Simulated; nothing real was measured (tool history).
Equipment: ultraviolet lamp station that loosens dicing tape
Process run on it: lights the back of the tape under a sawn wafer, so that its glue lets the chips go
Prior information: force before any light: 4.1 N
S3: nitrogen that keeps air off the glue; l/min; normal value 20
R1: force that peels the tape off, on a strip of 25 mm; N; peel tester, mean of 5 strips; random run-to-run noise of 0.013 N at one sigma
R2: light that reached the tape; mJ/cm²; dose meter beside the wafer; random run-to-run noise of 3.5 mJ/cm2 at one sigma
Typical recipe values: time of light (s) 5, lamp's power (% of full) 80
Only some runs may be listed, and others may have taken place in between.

{"run": 1, "hour": 0.0, "time of light (s)": 5, "lamp's power (% of full)": 80, "S3": 20, "R1": 0.736, "R2": 495}
{"run": 2, "hour": 27.3, "time of light (s)": 5, "lamp's power (% of full)": 80, "S3": 20, "R1": 0.736, "R2": 492}
{"run": 3, "hour": 56.3, "time of light (s)": 2, "lamp's power (% of full)": 80, "S3": 20, "R1": 2.033, "R2": 191}
{"run": 4, "hour": 91.1, "time of light (s)": 4, "lamp's power (% of full)": 80, "S3": 20, "R1": 1.064, "R2": 376}
{"run": 5, "hour": 136.4, "time of light (s)": 5, "lamp's power (% of full)": 80, "S3": 20, "R1": 0.816, "R2": 453}
{"run": 6, "hour": 161.0, "time of light (s)": 5, "lamp's power (% of full)": 80, "S3": 20, "R1": 0.802, "R2": 454}
{"run": 7, "hour": 189.5, "time of light (s)": 5, "lamp's power (% of full)": 80, "S3": 8, "R1": 1.322, "R2": 439}
{"run": 8, "hour": 228.1, "time of light (s)": 5, "lamp's power (% of full)": 80, "S3": 8, "R1": 1.297, "R2": 426}
{"run": 9, "hour": 269.8, "time of light (s)": 5, "lamp's power (% of full)": 80, "S3": 8, "R1": 1.385, "R2": 419}
{"hour": 273.4, "done": "window cleaned of glue's vapour"}
{"run": 10, "hour": 294.6, "time of light (s)": 5, "lamp's power (% of full)": 70, "S3": 20, "R1": 1.255, "R2": 325}
{"run": 11, "hour": 322.2, "time of light (s)": 5, "lamp's power (% of full)": 70, "S3": 20, "R1": 1.234, "R2": 318}
{"run": 12, "hour": 356.2, "time of light (s)": 5, "lamp's power (% of full)": 70, "S3": 20, "R1": 1.319, "R2": 312}
{"run": 13, "hour": 399.8, "time of light (s)": 3, "lamp's power (% of full)": 70, "S3": 20, "R1": 2.074, "R2": 174}
{"hour": 414.7, "done": "window cleaned of glue's vapour, once more"}
{"run": 14, "hour": 430.0, "time of light (s)": 8, "lamp's power (% of full)": 70, "S3": 12, "R1": 0.631, "R2": 660}
{"run": 15, "hour": 454.9, "time of light (s)": 8, "lamp's power (% of full)": 70, "S3": 12, "R1": 0.662, "R2": 644}

Predict each of these 4 candidate next runs independently; none follows another, all start after run 15:
{"run": "A", "hour": 478.7, "time of light (s)": 9, "lamp's power (% of full)": 94, "S3": 12, "R1": "?", "R2": "?"}
{"run": "B", "hour": 478.7, "time of light (s)": 8, "lamp's power (% of full)": 70, "S3": 25, "R1": "?", "R2": "?"}
{"run": "C", "hour": 478.7, "time of light (s)": 4, "lamp's power (% of full)": 70, "S3": 6, "R1": "?", "R2": "?"}
{"run": "D", "hour": 478.7, "time of light (s)": 3, "lamp's power (% of full)": 68, "S3": 7, "R1": "?", "R2": "?"}

run=A R1=0.354 R2=958
run=B R1=0.429 R2=641
run=C R1=1.927 R2=319
run=D R1=2.307 R2=238
What these runs would have given with no unlogged condition in the tool:
run=A R1=0.268 R2=1198
run=B R1=0.311 R2=802
run=C R1=1.611 R2=398
run=D R1=2.001 R2=297
